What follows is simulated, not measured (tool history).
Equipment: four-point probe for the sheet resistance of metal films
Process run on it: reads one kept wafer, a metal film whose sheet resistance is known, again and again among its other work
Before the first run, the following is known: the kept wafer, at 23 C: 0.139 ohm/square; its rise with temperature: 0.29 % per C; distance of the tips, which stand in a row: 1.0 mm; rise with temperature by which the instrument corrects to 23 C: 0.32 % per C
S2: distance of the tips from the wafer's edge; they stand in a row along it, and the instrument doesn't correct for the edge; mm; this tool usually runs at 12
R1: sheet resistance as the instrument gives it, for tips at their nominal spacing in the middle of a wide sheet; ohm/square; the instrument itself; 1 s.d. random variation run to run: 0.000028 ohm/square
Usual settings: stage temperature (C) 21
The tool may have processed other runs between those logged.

Run 1, hour 0: usual settings. Result: R1 0.139196 ohm/square.
Run 2, hour 107.3: usual settings. Result: R1 0.139229 ohm/square.
Run 3, hour 184.4: usual settings. Result: R1 0.139304 ohm/square.
Run 4, hour 235.6: usual settings but stage temperature (C) 31. Result: R1 0.138961 ohm/square.
Run 5, hour 360.5: usual settings. Result: R1 0.139382 ohm/square.
Run 6, hour 418.3: usual settings but stage temperature (C) 31. Result: R1 0.139037 ohm/square.
Run 7, hour 542.1: usual settings. Result: R1 0.139453 ohm/square.
Run 8, hour 611.4: usual settings but stage temperature (C) 35. Result: R1 0.139005 ohm/square.
Run 9, hour 682.4: usual settings but stage temperature (C) 35. Result: R1 0.139005 ohm/square.
Run 10, hour 747.4: usual settings but stage temperature (C) 35. Result: R1 0.139047 ohm/square.
Run 11, hour 845: usual settings but stage temperature (C) 35. Result: R1 0.139101 ohm/square.
Run 12, hour 932.3: usual settings. Result: R1 0.139719 ohm/square.
Run 13, hour 993.2: usual settings. Result: R1 0.139647 ohm/square.
Run 14, hour 1091.3: usual settings but S2 6 mm. Result: R1 0.141214 ohm/square.
Run 15, hour 1205.7: usual settings but S2 6 mm. Result: R1 0.141308 ohm/square.
Run 16, hour 1285.3: usual settings but S2 6 mm. Result: R1 0.141349 ohm/square.
Run 17, hour 1337.4: usual settings but S2 6 mm. Result: R1 0.141337 ohm/square.
Run 18, hour 1425.8: usual settings but stage temperature (C) 33, S2 6 mm. Result: R1 0.140984 ohm/square.
Run 19, hour 1533.4: usual settings but stage temperature (C) 34. Result: R1 0.139453 ohm/square.
Run 20, hour 1653: usual settings but stage temperature (C) 19. Result: R1 0.140077 ohm/square.
Run 21, hour 1708.9: usual settings but stage temperature (C) 19. Result: R1 0.140107 ohm/square.
Run 22, hour 1769.7: usual settings but stage temperature (C) 19. Result: R1 0.140157 ohm/square.
Run 23, hour 1857.9: usual settings but S2 17 mm. Result: R1 0.139818 ohm/square.
Run 24, hour 1945.3: usual settings but stage temperature (C) 32. Result: R1 0.139767 ohm/square.
Run 25, hour 2005: usual settings but stage temperature (C) 32. Result: R1 0.139697 ohm/square.
Run 26, hour 2086.5: usual settings but stage temperature (C) 31. Result: R1 0.139799 ohm/square.
Run 27, hour 2161.3: usual settings but stage temperature (C) 22, S2 71 mm. Result: R1 0.139712 ohm/square.
Run 28, hour 2283.1: usual settings but stage temperature (C) 25, S2 31 mm. Result: R1 0.139686 ohm/square.
Run 29, hour 2372: usual settings but stage temperature (C) 26, S2 26 mm. Result: R1 0.139753 ohm/square.
Run 30, hour 2433.5: usual settings but stage temperature (C) 27, S2 14 mm. Result: R1 0.140026 ohm/square.
Run 31, hour 2493: usual settings but stage temperature (C) 19, S2 10 mm. Result: R1 0.140752 ohm/square.
Run 32, hour 2571.8: usual settings but stage temperature (C) 23, S2 29 mm. Result: R1 0.13991 ohm/square.
Run 33, hour 2688.6: usual settings but stage temperature (C) 32, S2 22 mm. Result: R1 0.139728 ohm/square.
Run 34, hour 2783.2: usual settings but stage temperature (C) 33, S2 5 mm. Result: R1 0.142519 ohm/square.
Run 35, hour 2855.3: usual settings but stage temperature (C) 33, S2 22 mm. Result: R1 0.139681 ohm/square.
Run 36, hour 2940.8: usual settings but stage temperature (C) 33, S2 33 mm. Result: R1 0.139744 ohm/square.
Run 37, hour 3051.4: usual settings but stage temperature (C) 23, S2 48 mm. Result: R1 0.14008 ohm/square.
Run 38, hour 3144.7: usual settings but stage temperature (C) 33. Result: R1 0.140207 ohm/square.
At hour 3200.4: stage's thermometer calibrated.
Run 39, hour 3246.4: usual settings but S2 4 mm. Result: R1 0.144371 ohm/square.
Run 40, hour 3337.1: usual settings but S2 4 mm. Result: R1 0.144404 ohm/square.
Run 41, hour 3428.4: usual settings but stage temperature (C) 26, S2 8 mm. Result: R1 0.140902 ohm/square.
Run 42, hour 3509.6: usual settings but stage temperature (C) 30, S2 24 mm. Result: R1 0.13973 ohm/square.
Run 43, hour 3630.7: usual settings but stage temperature (C) 27, S2 26 mm. Result: R1 0.139944 ohm/square.
Run 44, hour 3731.3: usual settings but stage temperature (C) 34, S2 5 mm. Result: R1 0.142571 ohm/square.
Run 45, hour 3797.7: usual settings but stage temperature (C) 23, S2 54 mm. Result: R1 0.140071 ohm/square.
Run 46, hour 3888.7: usual settings but stage temperature (C) 23, S2 54 mm. Result: R1 0.140083 ohm/square.

Per-run results on a tool with no hidden state, each run keeping its own random variation:
The hidden state here: inner tips' distance over the nominal, %; tips' flats over new ones', %; wafer's true temperature over the reading, C; drift of the gauge itself on sheet_ohm, %.
run        R1
  1  0.139583
  2  0.139567
  3  0.139605
  4  0.139242
  5  0.139604
  6  0.139234
  7  0.139588
  8  0.139112
  9   0.13908
 10   0.13909
 11    0.1391
 12   0.13967
 13   0.13957
 14  0.141091
 15  0.141132
 16  0.141133
 17    0.1411
 18  0.140712
 19  0.139131
 20  0.139688
 21   0.13969
 22  0.139712
 23  0.139331
 24  0.139247
 25  0.139149
 26  0.139209
 27   0.13908
 28  0.138999
 29  0.139026
 30  0.139269
 31  0.139955
 32  0.139087
 33  0.138861
 34  0.141588
 35  0.138733
 36  0.138756
 37  0.139029
 38  0.139119
 39  0.143578
 40  0.143569
 41  0.140043
 42  0.138841
 43  0.138996
 44  0.141563
 45  0.139046
 46  0.139016
